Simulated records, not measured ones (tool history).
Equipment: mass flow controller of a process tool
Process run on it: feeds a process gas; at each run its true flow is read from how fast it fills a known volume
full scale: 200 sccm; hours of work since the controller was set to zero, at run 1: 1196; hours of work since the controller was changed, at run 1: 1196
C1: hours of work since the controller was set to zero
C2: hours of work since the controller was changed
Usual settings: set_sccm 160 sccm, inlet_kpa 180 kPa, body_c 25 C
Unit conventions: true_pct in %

{"run": 1, "hour": 0.0, "set_sccm": 160, "inlet_kpa": 180, "body_c": 25, "C1": 1196, "C2": 1196, "true_pct": 99.56}
{"run": 2, "hour": 114.5, "set_sccm": 160, "inlet_kpa": 180, "body_c": 25, "C1": 1258, "C2": 1258, "true_pct": 99.63}
{"run": 3, "hour": 334.2, "set_sccm": 160, "inlet_kpa": 180, "body_c": 25, "C1": 1376, "C2": 1376, "true_pct": 99.81}
{"run": 4, "hour": 523.9, "set_sccm": 160, "inlet_kpa": 180, "body_c": 25, "C1": 1479, "C2": 1479, "true_pct": 99.83}
{"run": 5, "hour": 737.7, "set_sccm": 160, "inlet_kpa": 180, "body_c": 25, "C1": 1595, "C2": 1595, "true_pct": 99.94}
{"run": 6, "hour": 869.3, "set_sccm": 160, "inlet_kpa": 180, "body_c": 25, "C1": 1666, "C2": 1666, "true_pct": 100.09}
{"run": 7, "hour": 1032.2, "set_sccm": 160, "inlet_kpa": 180, "body_c": 25, "C1": 1754, "C2": 1754, "true_pct": 100.28}
{"run": 8, "hour": 1152.0, "set_sccm": 22, "inlet_kpa": 180, "body_c": 25, "C1": 1819, "C2": 1819, "true_pct": 98.8}
{"run": 9, "hour": 1321.3, "set_sccm": 160, "inlet_kpa": 180, "body_c": 25, "C1": 1910, "C2": 1910, "true_pct": 100.33}
{"run": 10, "hour": 1481.6, "set_sccm": 160, "inlet_kpa": 180, "body_c": 25, "C1": 1997, "C2": 1997, "true_pct": 100.56}
{"run": 11, "hour": 1587.3, "set_sccm": 67, "inlet_kpa": 180, "body_c": 25, "C1": 2054, "C2": 2054, "true_pct": 99.48}
{"run": 12, "hour": 1726.3, "set_sccm": 67, "inlet_kpa": 180, "body_c": 25, "C1": 2129, "C2": 2129, "true_pct": 99.66}
{"run": 13, "hour": 1877.8, "set_sccm": 67, "inlet_kpa": 180, "body_c": 25, "C1": 2211, "C2": 2211, "true_pct": 99.62}
{"run": 14, "hour": 1999.8, "set_sccm": 160, "inlet_kpa": 180, "body_c": 25, "C1": 2277, "C2": 2277, "true_pct": 100.78}
{"run": 15, "hour": 2191.7, "set_sccm": 160, "inlet_kpa": 180, "body_c": 25, "C1": 2381, "C2": 2381, "true_pct": 100.98}
{"run": 16, "hour": 2308.4, "set_sccm": 160, "inlet_kpa": 180, "body_c": 25, "C1": 2444, "C2": 2444, "true_pct": 100.99}
{"run": 17, "hour": 2541.8, "set_sccm": 160, "inlet_kpa": 180, "body_c": 25, "C1": 2570, "C2": 2570, "true_pct": 101.07}
{"run": 18, "hour": 2679.8, "set_sccm": 160, "inlet_kpa": 180, "body_c": 25, "C1": 2645, "C2": 2645, "true_pct": 101.21}
{"run": 19, "hour": 2909.6, "set_sccm": 160, "inlet_kpa": 180, "body_c": 25, "C1": 2769, "C2": 2769, "true_pct": 101.32}
{"run": 20, "hour": 3151.3, "set_sccm": 160, "inlet_kpa": 180, "body_c": 25, "C1": 2900, "C2": 2900, "true_pct": 101.53}
{"run": 21, "hour": 3364.0, "set_sccm": 160, "inlet_kpa": 180, "body_c": 25, "C1": 3015, "C2": 3015, "true_pct": 101.75}
{"run": 22, "hour": 3589.0, "set_sccm": 31, "inlet_kpa": 236, "body_c": 23, "C1": 3137, "C2": 3137, "true_pct": 100.0}
{"run": 23, "hour": 3706.3, "set_sccm": 31, "inlet_kpa": 236, "body_c": 23, "C1": 3200, "C2": 3200, "true_pct": 100.05}
{"run": 24, "hour": 3925.3, "set_sccm": 39, "inlet_kpa": 179, "body_c": 25, "C1": 3319, "C2": 3319, "true_pct": 100.43}
{"run": 25, "hour": 4056.5, "set_sccm": 108, "inlet_kpa": 154, "body_c": 25, "C1": 3390, "C2": 3390, "true_pct": 101.49}
{"run": 26, "hour": 4224.1, "set_sccm": 108, "inlet_kpa": 154, "body_c": 25, "C1": 3480, "C2": 3480, "true_pct": 101.64}
{"run": 27, "hour": 4424.3, "set_sccm": 126, "inlet_kpa": 154, "body_c": 39, "C1": 3589, "C2": 3589, "true_pct": 102.95}
{"hour": 4490.6, "done": "gauge calibrated"}
{"run": 28, "hour": 4614.6, "set_sccm": 170, "inlet_kpa": 207, "body_c": 24, "C1": 3692, "C2": 3692, "true_pct": 99.61}
{"run": 29, "hour": 4783.0, "set_sccm": 170, "inlet_kpa": 260, "body_c": 38, "C1": 3783, "C2": 3783, "true_pct": 100.57}
{"run": 30, "hour": 4921.4, "set_sccm": 28, "inlet_kpa": 180, "body_c": 22, "C1": 3857, "C2": 3857, "true_pct": 98.18}
{"run": 31, "hour": 5085.0, "set_sccm": 160, "inlet_kpa": 266, "body_c": 38, "C1": 3946, "C2": 3946, "true_pct": 100.8}
{"run": 32, "hour": 5253.0, "set_sccm": 160, "inlet_kpa": 266, "body_c": 38, "C1": 4037, "C2": 4037, "true_pct": 100.92}
{"run": 33, "hour": 5353.8, "set_sccm": 160, "inlet_kpa": 266, "body_c": 38, "C1": 4091, "C2": 4091, "true_pct": 100.87}
{"run": 34, "hour": 5575.6, "set_sccm": 57, "inlet_kpa": 162, "body_c": 21, "C1": 4211, "C2": 4211, "true_pct": 98.78}

Table of differences, measured result less the result of that run with no hidden state. Run-to-run variation is the same in both. Gauge scatter possibly is not:
What the log doesn't record here: flow at rest that the sensor doesn't see, % of full scale; true flow over the shown one, %; drift of the gauge itself on true_pct, %.
run=1 true_pct=+0.00
run=2 true_pct=+0.07
run=3 true_pct=+0.20
run=4 true_pct=+0.32
run=5 true_pct=+0.45
run=6 true_pct=+0.53
run=7 true_pct=+0.63
run=8 true_pct=+0.68
run=9 true_pct=+0.81
run=10 true_pct=+0.90
run=11 true_pct=+0.95
run=12 true_pct=+1.04
run=13 true_pct=+1.12
run=14 true_pct=+1.22
run=15 true_pct=+1.33
run=16 true_pct=+1.40
run=17 true_pct=+1.54
run=18 true_pct=+1.63
run=19 true_pct=+1.77
run=20 true_pct=+1.92
run=21 true_pct=+2.04
run=22 true_pct=+2.14
run=23 true_pct=+2.21
run=24 true_pct=+2.35
run=25 true_pct=+2.45
run=26 true_pct=+2.55
run=27 true_pct=+2.71
run=28 true_pct=+0.07
run=29 true_pct=+0.18
run=30 true_pct=+0.25
run=31 true_pct=+0.37
run=32 true_pct=+0.46
run=33 true_pct=+0.53
run=34 true_pct=+0.64
